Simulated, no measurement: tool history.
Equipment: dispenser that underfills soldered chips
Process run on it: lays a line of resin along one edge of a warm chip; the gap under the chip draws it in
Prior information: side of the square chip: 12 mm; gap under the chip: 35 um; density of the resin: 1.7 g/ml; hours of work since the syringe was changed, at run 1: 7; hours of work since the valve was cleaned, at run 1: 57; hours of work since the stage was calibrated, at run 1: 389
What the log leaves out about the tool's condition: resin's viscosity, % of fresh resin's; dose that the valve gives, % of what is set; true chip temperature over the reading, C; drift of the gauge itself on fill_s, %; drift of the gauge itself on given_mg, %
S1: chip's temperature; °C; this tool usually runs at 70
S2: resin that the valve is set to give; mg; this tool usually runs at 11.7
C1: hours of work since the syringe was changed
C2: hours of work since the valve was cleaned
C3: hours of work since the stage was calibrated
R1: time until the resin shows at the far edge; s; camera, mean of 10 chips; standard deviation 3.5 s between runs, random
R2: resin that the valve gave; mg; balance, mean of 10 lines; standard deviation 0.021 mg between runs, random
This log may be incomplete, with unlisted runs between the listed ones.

Run 1, hour 0.0: usual settings; C1 7; C2 57; C3 389. Result: R1 629.4 s, R2 11.32 mg.
At hour 1.6: new syringe of resin.
At hour 10.0: dispensing valve cleaned and set on the balance.
Run 2, hour 10.0: usual settings; C1 5; C2 0; C3 394. Result: R1 511.4 s, R2 11.69 mg.
At hour 15.8: new syringe of resin.
Run 3, hour 22.7: usual settings; C1 4; C2 8; C3 402. Result: R1 513.3 s, R2 11.63 mg.
At hour 28.6: new syringe of resin.
Run 4, hour 35.2: usual settings; C1 4; C2 15; C3 410. Result: R1 491.0 s, R2 11.58 mg.
At hour 41.6: new syringe of resin.
Run 5, hour 45.8: usual settings; C1 3; C2 22; C3 416. Result: R1 450.0 s, R2 11.49 mg.
At hour 54.3: new syringe of resin.
Run 6, hour 58.5: usual settings; C1 3; C2 30; C3 424. Result: R1 447.5 s, R2 11.44 mg.
Run 7, hour 64.7: usual settings; C1 7; C2 33; C3 428. Result: R1 591.9 s, R2 11.40 mg.
At hour 67.7: new syringe of resin.
Run 8, hour 73.2: usual settings; C1 3; C2 38; C3 433. Result: R1 491.5 s, R2 11.42 mg.
At hour 81.6: new syringe of resin.
Run 9, hour 86.4: usual settings; C1 3; C2 47; C3 441. Result: R1 458.1 s, R2 11.32 mg.
At hour 94.5: new syringe of resin.
Run 10, hour 101.3: usual settings; C1 4; C2 56; C3 450. Result: R1 517.6 s, R2 11.25 mg.
At hour 107.6: new syringe of resin.
Run 11, hour 110.3: usual settings; C1 2; C2 61; C3 455. Result: R1 430.3 s, R2 11.25 mg.
At hour 113.5: dispensing valve cleaned and set on the balance.
At hour 121.2: new syringe of resin.
Run 12, hour 124.7: usual settings; C1 2; C2 7; C3 464. Result: R1 439.4 s, R2 11.68 mg.
At hour 133.8: new syringe of resin.
Run 13, hour 135.4: usual settings; C1 1; C2 13; C3 470. Result: R1 393.0 s, R2 11.58 mg.
At hour 146.4: new syringe of resin.
Run 14, hour 149.6: usual settings but S2 11.8 mg; C1 2; C2 22; C3 479. Result: R1 426.5 s, R2 11.66 mg.
At hour 159.6: new syringe of resin.
Run 15, hour 159.6: usual settings but S2 11.8 mg; C1 0; C2 28; C3 485. Result: R1 366.8 s, R2 11.63 mg.
At hour 172.8: new syringe of resin.
Run 16, hour 172.8: usual settings but S1 76 °C; C1 0; C2 36; C3 493. Result: R1 281.2 s, R2 11.41 mg.
At hour 185.6: new syringe of resin.
Run 17, hour 185.8: usual settings but S2 10.1 mg; C1 0; C2 44; C3 501. Result: R1 405.9 s, R2 9.87 mg.
Run 18, hour 197.4: usual settings but S1 76 °C, S2 13.7 mg; C1 7; C2 51; C3 508. Result: R1 486.2 s, R2 13.31 mg.
At hour 198.8: new syringe of resin.
At hour 212.4: new syringe of resin.
Run 19, hour 212.4: usual settings but S1 76 °C, S2 13.7 mg; C1 0; C2 60; C3 517. Result: R1 283.0 s, R2 13.26 mg.
At hour 216.6: dispensing valve cleaned and set on the balance.
Run 20, hour 222.9: usual settings but S1 74 °C, S2 13.3 mg; C1 6; C2 4; C3 523. Result: R1 473.8 s, R2 13.27 mg.
At hour 226.5: new syringe of resin.
Run 21, hour 237.6: usual settings but S1 82 °C, S2 13.9 mg; C1 7; C2 13; C3 532. Result: R1 360.3 s, R2 13.81 mg.
At hour 239.3: new syringe of resin.
Run 22, hour 248.5: usual settings but S1 82 °C, S2 13.9 mg; C1 6; C2 20; C3 539. Result: R1 331.8 s, R2 13.77 mg.
At hour 252.4: new syringe of resin.
Run 23, hour 261.2: usual settings but S2 12.2 mg; C1 5; C2 27; C3 546. Result: R1 552.9 s, R2 11.96 mg.
At hour 265.3: new syringe of resin.
Run 24, hour 274.1: usual settings but S1 55 °C, S2 10.5 mg; C1 5; C2 35; C3 554. Result: R1 1144.1 s, R2 10.25 mg.
At hour 278.6: new syringe of resin.
Run 25, hour 281.0: usual settings but S1 72 °C, S2 10.2 mg; C1 1; C2 39; C3 558. Result: R1 398.3 s, R2 9.97 mg.
At hour 291.7: new syringe of resin.
Run 26, hour 292.7: usual settings but S1 84 °C, S2 14.6 mg; C1 1; C2 46; C3 565. Result: R1 212.6 s, R2 14.20 mg.
Run 27, hour 302.7: usual settings but S1 65 °C, S2 10.7 mg; C1 7; C2 53; C3 572. Result: R1 793.7 s, R2 10.37 mg.
At hour 304.8: new syringe of resin.
Run 28, hour 314.5: usual settings but S1 81 °C, S2 13.5 mg; C1 6; C2 60; C3 579. Result: R1 351.2 s, R2 12.99 mg.
At hour 317.9: new syringe of resin.
At hour 319.7: dispensing valve cleaned and set on the balance.
Run 29, hour 326.3: usual settings but S1 72 °C, S2 14.9 mg; C1 5; C2 4; C3 585. Result: R1 479.3 s, R2 14.90 mg.
At hour 332.5: new syringe of resin.
Run 30, hour 338.2: usual settings but S1 66 °C, S2 11.1 mg; C1 4; C2 11; C3 593. Result: R1 577.4 s, R2 11.03 mg.
At hour 345.3: new syringe of resin.
Run 31, hour 353.8: usual settings but S1 66 °C, S2 11.1 mg; C1 5; C2 21; C3 602. Result: R1 657.1 s, R2 11.01 mg.
At hour 358.7: new syringe of resin.
Run 32, hour 368.2: usual settings but S1 65 °C, S2 10.2 mg; C1 6; C2 30; C3 611. Result: R1 758.3 s, R2 10.04 mg.
At hour 371.8: new syringe of resin.
Run 33, hour 378.2: usual settings but S1 61 °C, S2 12.5 mg; C1 4; C2 36; C3 617. Result: R1 744.5 s, R2 12.22 mg.

For each run, the measured value with the value that run would have given without the tool's hidden condition subtracted. The run-to-run variation is shared by both, the gauge scatter possibly not:
run      R1     R2
  1  +280.2  -0.38
  2  +163.5  -0.04
  3  +158.7  -0.10
  4  +142.7  -0.15
  5   +93.7  -0.19
  6   +97.3  -0.24
  7  +242.5  -0.27
  8  +139.8  -0.32
  9  +106.0  -0.37
 10  +165.0  -0.44
 11   +73.0  -0.47
 12   +92.8  -0.02
 13   +44.1  -0.07
 14   +74.0  -0.14
 15   +14.8  -0.19
 16   +12.4  -0.24
 17   +34.8  -0.25
 18  +220.2  -0.40
 19   +18.2  -0.46
 20  +183.5  -0.02
 21  +150.6  -0.10
 22  +124.6  -0.15
 23  +203.3  -0.19
 24  +440.7  -0.21
 25   +62.7  -0.23
 26   +21.6  -0.39
 27  +346.3  -0.33
 28  +136.9  -0.47
 29  +161.0  -0.01
 30  +154.2  -0.07
 31  +236.0  -0.12
 32  +298.0  -0.17
 33  +225.5  -0.26
